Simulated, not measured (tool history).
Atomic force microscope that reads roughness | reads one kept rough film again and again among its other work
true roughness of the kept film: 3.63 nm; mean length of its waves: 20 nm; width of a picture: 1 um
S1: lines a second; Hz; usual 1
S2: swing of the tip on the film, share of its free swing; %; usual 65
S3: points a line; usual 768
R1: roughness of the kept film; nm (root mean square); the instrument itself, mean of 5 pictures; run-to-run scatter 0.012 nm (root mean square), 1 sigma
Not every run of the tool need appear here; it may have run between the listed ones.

run   hour    S1  S2    S3     R1
  1      0     1  65   768  2.842
  2    8.9     1  65   768    2.8
  3   14.3     1  65   768  2.739
  4   19.8     1  65   768  2.702
  5   29.6     1  65   768   2.65
  6   40.9     1  65   768  2.578
  7   45.9     1  65   694  2.535
  8   55.4     1  65   694  2.457
  9   62.3     1  65   389  2.398
 10   69.3     1  65   389  2.362
 11   76.9     1  65   768  2.351
 12   82.3     1  65   768  2.309
 13   93.2     1  65   768  2.258
 14  100.6     1  65   768  2.219
 15  110.7     1  65   897  2.169
 16  117.6     1  65   897  2.151
     126.3  -- new tip fitted
 17  128.5     1  65   925  2.836
 18  140.1     1  65   925  2.744
 19  150.3  1.36  58   332  2.617
 20  159.8     1  80  1022  2.552
 21  167.1     1  80  1022  2.509
 22  174.7  1.79  73   768  2.441
 23    183  1.79  73   768  2.391
 24  190.8  1.79  73   768  2.347
 25  198.7  1.48  57   358  2.327
 26  207.5  1.64  57   269  2.247
 27  217.5  1.64  57   740   2.26
 28  223.6  1.64  65   485  2.211
 29  228.5  1.64  65   485  2.173
 30  237.6  1.64  65   485   2.14
 31  248.8  3.43  65   485  2.036
     251.6  -- new tip fitted
 32  260.3     1  65   296  2.677
 33  269.9     1  65   296  2.615
 34  278.2     1  65   296  2.575

Each row is a separate what-if for the run after 34, all from the same tool condition, not one after another. Results?
  A  286.4  3.26  72   524   ?
  B  286.4  0.68  65   776   ?
  C  286.4  1.79  65  1016   ?
  D  286.4  1.29  56   296   ?
  E  286.4  0.72  64   296   ?

run     R1
  A  2.441
  B  2.587
  C  2.536
  D  2.499
  E  2.506
Without the tool's hidden state the same runs would have given:
run     R1
  A  2.718
  B   2.88
  C  2.823
  D  2.782
  E   2.79

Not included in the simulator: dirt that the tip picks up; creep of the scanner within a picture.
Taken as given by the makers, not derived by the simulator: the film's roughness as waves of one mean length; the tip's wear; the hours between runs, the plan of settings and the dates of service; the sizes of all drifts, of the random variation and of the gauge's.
